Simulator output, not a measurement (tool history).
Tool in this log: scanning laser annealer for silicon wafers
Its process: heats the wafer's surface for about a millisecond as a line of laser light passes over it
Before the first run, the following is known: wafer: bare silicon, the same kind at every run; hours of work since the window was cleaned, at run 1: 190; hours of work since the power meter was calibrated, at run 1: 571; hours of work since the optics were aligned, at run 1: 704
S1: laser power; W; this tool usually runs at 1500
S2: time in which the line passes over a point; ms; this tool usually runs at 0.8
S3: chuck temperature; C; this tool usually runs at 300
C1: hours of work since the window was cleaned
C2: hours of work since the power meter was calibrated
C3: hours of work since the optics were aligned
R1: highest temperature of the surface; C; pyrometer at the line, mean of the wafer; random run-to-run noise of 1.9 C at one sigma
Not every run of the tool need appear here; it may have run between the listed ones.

run   hour    S1     S2   S3   C1   C2   C3    R1
  1      0  1500    0.8  300  190  571  704  1070
  2   38.3  1500    0.8  300  207  588  721  1069
  3     64  1500    0.8  300  218  599  732  1067
  4   94.6  1500    0.8  300  232  613  746  1070
  5  125.9  1500    0.8  300  245  627  760  1069
     135.2  -- optics aligned, line set to its width
  6  162.9  1500    0.8  300  260  641   12  1080
  7  198.6  1500    0.8  300  275  657   28  1084
  8  237.1  1461    0.8  300  293  674   45  1056
  9  263.9  1500    0.8  300  304  686   57  1077
 10  307.4  1591    0.8  300  324  705   76  1119
 11  336.7  1500  0.865  300  337  718   89  1103
 12  364.2  1500    0.8  300  349  730  102  1072
 13  411.5  1500    0.8  300  370  751  123  1073
 14  446.7  1610  0.629  330  386  767  138  1061
 15  471.3  1462  0.694  300  397  778  149   999
 16  518.2  1462  0.955  265  417  799  170  1087
 17  550.8  1408  0.786  272  432  813  185   989
 18  573.9  1365  0.929  274  442  823  195  1033
 19  608.7  1365  0.929  274  458  839  210  1029
 20  654.9  1506    0.8  311  478  859  231  1080
     698.1  -- window over the wafer cleaned
 21  703.6  1506    0.8  311    2  880  252  1101
 22  732.3  1506  0.895  311   15  893  264  1147
 23    759  1474  0.895  311   27  905  276  1132
 24  799.1  1474  0.895  311   45  923  294  1131

Alternative continuations, all from the tool just after run 24; predict every row:
  A  829.1  1408  0.965  294  58  936  307   ?
  B  829.1  1474  0.749  297  58  936  307   ?
  C  829.1  1462  0.895  311  58  936  307   ?
  D  829.1  1393  0.568  305  58  936  307   ?
  E  829.1  1500  0.745  300  58  936  307   ?

run    R1
  A  1109
  B  1044
  C  1120
  D   923
  E  1058
What these runs would have given with no unlogged condition in the tool:
run    R1
  A  1112
  B  1046
  C  1123
  D   925
  E  1060
